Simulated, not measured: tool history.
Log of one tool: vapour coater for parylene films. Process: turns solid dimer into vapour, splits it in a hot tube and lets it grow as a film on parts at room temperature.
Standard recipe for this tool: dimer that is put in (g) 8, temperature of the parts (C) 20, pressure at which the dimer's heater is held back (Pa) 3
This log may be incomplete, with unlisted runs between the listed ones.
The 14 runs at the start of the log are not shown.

| run | day | dimer that is put in (g) | temperature of the parts (C) | pressure at which the dimer's heater is held back (Pa) | thickness of the film (nm) |
|---|---|---|---|---|---|
| 15 | 11.654 | 5 | 20 | 2.43 | 1520 |
| 16 | 12.467 | 5 | 20 | 2.43 | 1550 |
| 17 | 13.333 | 5 | 20 | 2.43 | 1520 |
| 18 | 13.85 | 5 | 20 | 2.43 | 1510 |
| 19 | 14.512 | 8 | 20 | 3 | 2400 |
| 20 | 15.496 | 8 | 20 | 3 | 2360 |
| 21 | 16.471 | 8 | 20 | 3 | 2330 |
| 22 | 17.329 | 8 | 20 | 3 | 2370 |
| 23 | 18.008 | 8 | 20 | 3 | 2370 |
| 24 | 18.575 | 8 | 20 | 3 | 2330 |
| 25 | 19.283 | 12 | 20 | 3.23 | 3470 |
| 26 | 19.85 | 12 | 20 | 3.38 | 3410 |
| 27 | 20.8 | 12 | 20 | 3.38 | 3400 |
| 28 | 21.542 | 6 | 27 | 9.25 | 1130 |
|  | 22.071 | trap's valve overhauled |
| 29 | 22.321 | 6 | 27 | 9.25 | 1070 |
| 30 | 22.892 | 8 | 20 | 2.38 | 2360 |
| 31 | 23.688 | 8 | 20 | 2.38 | 2330 |
| 32 | 24.55 | 8 | 17 | 3.09 | 2490 |
| 33 | 25.317 | 8 | 15 | 2.38 | 2830 |
| 34 | 26.142 | 8 | 15 | 2.38 | 2810 |

Run 35 comes next. What will it give?
|  | 26.754 | trap's valve overhauled, once more |
| 35 | 27.329 | 3 | 13 | 3 | ? |

{"run 35": {"thickness of the film (nm)": 1270}}
With no hidden state in the tool, this same run would have given thickness of the film (nm) 1250.
